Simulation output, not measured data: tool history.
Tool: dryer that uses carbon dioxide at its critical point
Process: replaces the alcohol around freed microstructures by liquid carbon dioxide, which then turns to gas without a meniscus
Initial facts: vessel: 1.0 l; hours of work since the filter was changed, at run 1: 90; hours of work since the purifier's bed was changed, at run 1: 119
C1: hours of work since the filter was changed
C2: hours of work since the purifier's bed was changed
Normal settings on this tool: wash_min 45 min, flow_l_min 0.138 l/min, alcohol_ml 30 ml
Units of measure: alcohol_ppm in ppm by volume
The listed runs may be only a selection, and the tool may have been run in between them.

{"run": 1, "hour": 0.0, "wash_min": 45, "flow_l_min": 0.138, "alcohol_ml": 30, "C1": 90, "C2": 119, "alcohol_ppm": 200}
{"run": 2, "hour": 46.2, "wash_min": 45, "flow_l_min": 0.138, "alcohol_ml": 53, "C1": 104, "C2": 133, "alcohol_ppm": 371}
{"run": 3, "hour": 86.1, "wash_min": 45, "flow_l_min": 0.138, "alcohol_ml": 44, "C1": 116, "C2": 145, "alcohol_ppm": 320}
{"run": 4, "hour": 135.6, "wash_min": 45, "flow_l_min": 0.138, "alcohol_ml": 44, "C1": 131, "C2": 160, "alcohol_ppm": 322}
{"run": 5, "hour": 188.7, "wash_min": 45, "flow_l_min": 0.138, "alcohol_ml": 44, "C1": 148, "C2": 176, "alcohol_ppm": 331}
{"run": 6, "hour": 216.7, "wash_min": 45, "flow_l_min": 0.138, "alcohol_ml": 65, "C1": 156, "C2": 185, "alcohol_ppm": 472}
{"run": 7, "hour": 247.7, "wash_min": 45, "flow_l_min": 0.138, "alcohol_ml": 30, "C1": 165, "C2": 194, "alcohol_ppm": 240}
{"run": 8, "hour": 298.8, "wash_min": 45, "flow_l_min": 0.138, "alcohol_ml": 30, "C1": 181, "C2": 210, "alcohol_ppm": 243}
{"run": 9, "hour": 333.6, "wash_min": 45, "flow_l_min": 0.138, "alcohol_ml": 30, "C1": 191, "C2": 220, "alcohol_ppm": 249}
{"run": 10, "hour": 398.1, "wash_min": 45, "flow_l_min": 0.138, "alcohol_ml": 116, "C1": 211, "C2": 240, "alcohol_ppm": 903}
{"hour": 408.4, "done": "inlet filter changed"}
{"run": 11, "hour": 437.9, "wash_min": 45, "flow_l_min": 0.138, "alcohol_ml": 29, "C1": 9, "C2": 252, "alcohol_ppm": 203}
{"run": 12, "hour": 491.1, "wash_min": 45, "flow_l_min": 0.138, "alcohol_ml": 30, "C1": 25, "C2": 268, "alcohol_ppm": 216}
{"run": 13, "hour": 526.1, "wash_min": 45, "flow_l_min": 0.179, "alcohol_ml": 30, "C1": 36, "C2": 278, "alcohol_ppm": 65}
{"run": 14, "hour": 557.4, "wash_min": 45, "flow_l_min": 0.138, "alcohol_ml": 29, "C1": 45, "C2": 288, "alcohol_ppm": 206}
{"run": 15, "hour": 600.5, "wash_min": 45, "flow_l_min": 0.138, "alcohol_ml": 29, "C1": 58, "C2": 301, "alcohol_ppm": 208}
{"run": 16, "hour": 658.2, "wash_min": 45, "flow_l_min": 0.138, "alcohol_ml": 29, "C1": 76, "C2": 318, "alcohol_ppm": 212}
{"run": 17, "hour": 700.3, "wash_min": 45, "flow_l_min": 0.138, "alcohol_ml": 30, "C1": 88, "C2": 331, "alcohol_ppm": 225}
{"run": 18, "hour": 757.4, "wash_min": 45, "flow_l_min": 0.138, "alcohol_ml": 30, "C1": 106, "C2": 348, "alcohol_ppm": 233}
{"run": 19, "hour": 796.9, "wash_min": 45, "flow_l_min": 0.138, "alcohol_ml": 30, "C1": 118, "C2": 360, "alcohol_ppm": 242}
{"run": 20, "hour": 835.3, "wash_min": 45, "flow_l_min": 0.138, "alcohol_ml": 82, "C1": 129, "C2": 372, "alcohol_ppm": 584}
{"run": 21, "hour": 901.0, "wash_min": 45, "flow_l_min": 0.138, "alcohol_ml": 82, "C1": 149, "C2": 392, "alcohol_ppm": 623}
{"run": 22, "hour": 959.8, "wash_min": 45, "flow_l_min": 0.138, "alcohol_ml": 30, "C1": 167, "C2": 409, "alcohol_ppm": 257}
{"run": 23, "hour": 994.2, "wash_min": 45, "flow_l_min": 0.138, "alcohol_ml": 30, "C1": 177, "C2": 420, "alcohol_ppm": 262}
{"run": 24, "hour": 1060.4, "wash_min": 45, "flow_l_min": 0.138, "alcohol_ml": 30, "C1": 197, "C2": 440, "alcohol_ppm": 257}
{"hour": 1117.6, "done": "inlet filter changed"}
{"run": 25, "hour": 1126.5, "wash_min": 48, "flow_l_min": 0.193, "alcohol_ml": 69, "C1": 3, "C2": 460, "alcohol_ppm": 76}
{"run": 26, "hour": 1176.2, "wash_min": 47, "flow_l_min": 0.193, "alcohol_ml": 103, "C1": 18, "C2": 475, "alcohol_ppm": 92}
{"run": 27, "hour": 1242.0, "wash_min": 47, "flow_l_min": 0.199, "alcohol_ml": 103, "C1": 38, "C2": 495, "alcohol_ppm": 87}
{"run": 28, "hour": 1281.9, "wash_min": 47, "flow_l_min": 0.199, "alcohol_ml": 103, "C1": 50, "C2": 507, "alcohol_ppm": 90}
{"run": 29, "hour": 1311.9, "wash_min": 29, "flow_l_min": 0.138, "alcohol_ml": 80, "C1": 59, "C2": 516, "alcohol_ppm": 2995}
{"run": 30, "hour": 1348.5, "wash_min": 45, "flow_l_min": 0.089, "alcohol_ml": 30, "C1": 70, "C2": 527, "alcohol_ppm": 1275}
{"run": 31, "hour": 1376.1, "wash_min": 28, "flow_l_min": 0.172, "alcohol_ml": 41, "C1": 78, "C2": 535, "alcohol_ppm": 860}
{"run": 32, "hour": 1428.3, "wash_min": 45, "flow_l_min": 0.138, "alcohol_ml": 107, "C1": 94, "C2": 551, "alcohol_ppm": 752}
{"run": 33, "hour": 1458.2, "wash_min": 68, "flow_l_min": 0.22, "alcohol_ml": 106, "C1": 103, "C2": 560, "alcohol_ppm": 45}
{"run": 34, "hour": 1519.4, "wash_min": 45, "flow_l_min": 0.097, "alcohol_ml": 32, "C1": 122, "C2": 578, "alcohol_ppm": 1057}
{"run": 35, "hour": 1573.9, "wash_min": 45, "flow_l_min": 0.097, "alcohol_ml": 32, "C1": 138, "C2": 595, "alcohol_ppm": 1093}
{"run": 36, "hour": 1618.8, "wash_min": 57, "flow_l_min": 0.097, "alcohol_ml": 50, "C1": 152, "C2": 609, "alcohol_ppm": 684}
{"run": 37, "hour": 1686.0, "wash_min": 45, "flow_l_min": 0.138, "alcohol_ml": 70, "C1": 172, "C2": 629, "alcohol_ppm": 567}
{"run": 38, "hour": 1718.6, "wash_min": 47, "flow_l_min": 0.113, "alcohol_ml": 38, "C1": 182, "C2": 639, "alcohol_ppm": 636}
{"run": 39, "hour": 1762.1, "wash_min": 45, "flow_l_min": 0.138, "alcohol_ml": 107, "C1": 195, "C2": 652, "alcohol_ppm": 841}
{"run": 40, "hour": 1815.2, "wash_min": 45, "flow_l_min": 0.138, "alcohol_ml": 107, "C1": 211, "C2": 668, "alcohol_ppm": 873}
{"hour": 1825.6, "done": "inlet filter changed"}
{"run": 41, "hour": 1859.7, "wash_min": 31, "flow_l_min": 0.088, "alcohol_ml": 107, "C1": 10, "C2": 681, "alcohol_ppm": 11498}
{"run": 42, "hour": 1888.7, "wash_min": 45, "flow_l_min": 0.138, "alcohol_ml": 47, "C1": 19, "C2": 690, "alcohol_ppm": 349}
{"run": 43, "hour": 1929.7, "wash_min": 45, "flow_l_min": 0.188, "alcohol_ml": 48, "C1": 31, "C2": 702, "alcohol_ppm": 102}
{"run": 44, "hour": 1994.3, "wash_min": 45, "flow_l_min": 0.188, "alcohol_ml": 48, "C1": 51, "C2": 722, "alcohol_ppm": 116}
{"run": 45, "hour": 2038.9, "wash_min": 32, "flow_l_min": 0.138, "alcohol_ml": 30, "C1": 65, "C2": 735, "alcohol_ppm": 906}
{"run": 46, "hour": 2098.6, "wash_min": 32, "flow_l_min": 0.138, "alcohol_ml": 30, "C1": 83, "C2": 753, "alcohol_ppm": 916}
{"run": 47, "hour": 2147.4, "wash_min": 32, "flow_l_min": 0.138, "alcohol_ml": 30, "C1": 97, "C2": 768, "alcohol_ppm": 929}

For each entry between runs, how does the tool's hidden state at the last listed run before it compare with that at the first listed run after it?
Logged between run 10 and run 11: inlet filter changed (hour 408.4)
  flow that reaches the vessel past the clogged filter, %: 94.8 -> 99.7; alcohol in the recycled carbon dioxide, ppm: 25.3 -> 26.2
  measured minus no-state result, alcohol_ppm: +227 -> +24 ppm by volume
Logged between run 24 and run 25: inlet filter changed (hour 1117.6)
  flow that reaches the vessel past the clogged filter, %: 94.9 -> 99.8; alcohol in the recycled carbon dioxide, ppm: 40.4 -> 41.9
  measured minus no-state result, alcohol_ppm: +84 -> +37 ppm by volume
Logged between run 40 and run 41: inlet filter changed (hour 1825.6)
  flow that reaches the vessel past the clogged filter, %: 94.4 -> 99.1; alcohol in the recycled carbon dioxide, ppm: 57.9 -> 58.8
  measured minus no-state result, alcohol_ppm: +256 -> +281 ppm by volume
